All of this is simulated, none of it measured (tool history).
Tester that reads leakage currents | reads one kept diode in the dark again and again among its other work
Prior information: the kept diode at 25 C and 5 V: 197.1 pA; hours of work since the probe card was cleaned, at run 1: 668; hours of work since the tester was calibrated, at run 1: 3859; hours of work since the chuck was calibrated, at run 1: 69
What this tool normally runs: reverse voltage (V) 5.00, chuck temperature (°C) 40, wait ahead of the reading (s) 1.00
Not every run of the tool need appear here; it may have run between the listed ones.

run	day	reverse voltage (V)	chuck temperature (°C)	wait ahead of the reading (s)	hours of work since the probe card was cleaned	hours of work since the tester was calibrated	hours of work since the chuck was calibrated	current that the tester gives (pA)
1	0.000	5.00	40	1.00	668	3859	69	747.04
2	3.662	5.00	40	1.00	722	3913	122	747.23
3	7.375	5.00	40	1.00	776	3967	177	747.05
4	14.383	5.00	40	1.00	878	4069	279	749.53
5	21.550	5.00	40	1.00	983	4174	383	746.52
6	24.892	5.00	40	1.00	1031	4222	432	749.32
# day 25.588: tester calibrated
7	30.704	5.00	40	1.00	1115	75	515	750.42
8	34.821	5.00	40	1.00	1175	135	575	751.04
9	39.400	5.00	40	1.00	1241	201	642	746.90
10	43.321	5.00	40	1.00	1299	258	699	744.46
11	47.712	1.10	40	1.00	1363	322	763	378.18
12	51.312	1.10	37	1.00	1415	375	816	292.61
13	55.896	5.00	40	2.24	1482	442	882	745.00
14	59.325	5.00	40	2.24	1532	492	933	746.08
15	65.250	5.00	40	2.24	1618	578	1019	746.78
16	70.212	5.00	40	2.24	1691	650	1091	746.06
17	76.829	5.00	40	2.24	1787	747	1188	746.89
18	80.867	11.75	31	2.24	1846	806	1246	502.02
19	85.292	11.75	38	2.24	1910	870	1311	923.91
20	90.188	4.22	30	6.28	1982	942	1382	289.98
21	94.696	4.22	30	0.61	2047	1007	1448	290.79
22	101.254	4.22	30	0.61	2143	1103	1544	290.45

What will run 23 give?
23	105.871	4.22	30	0.61	2210	1170	1611	?

current that the tester gives (pA): 290.66
On a tool with no hidden condition, and with the same random variation, this run would have come out at current that the tester gives (pA) 290.96.

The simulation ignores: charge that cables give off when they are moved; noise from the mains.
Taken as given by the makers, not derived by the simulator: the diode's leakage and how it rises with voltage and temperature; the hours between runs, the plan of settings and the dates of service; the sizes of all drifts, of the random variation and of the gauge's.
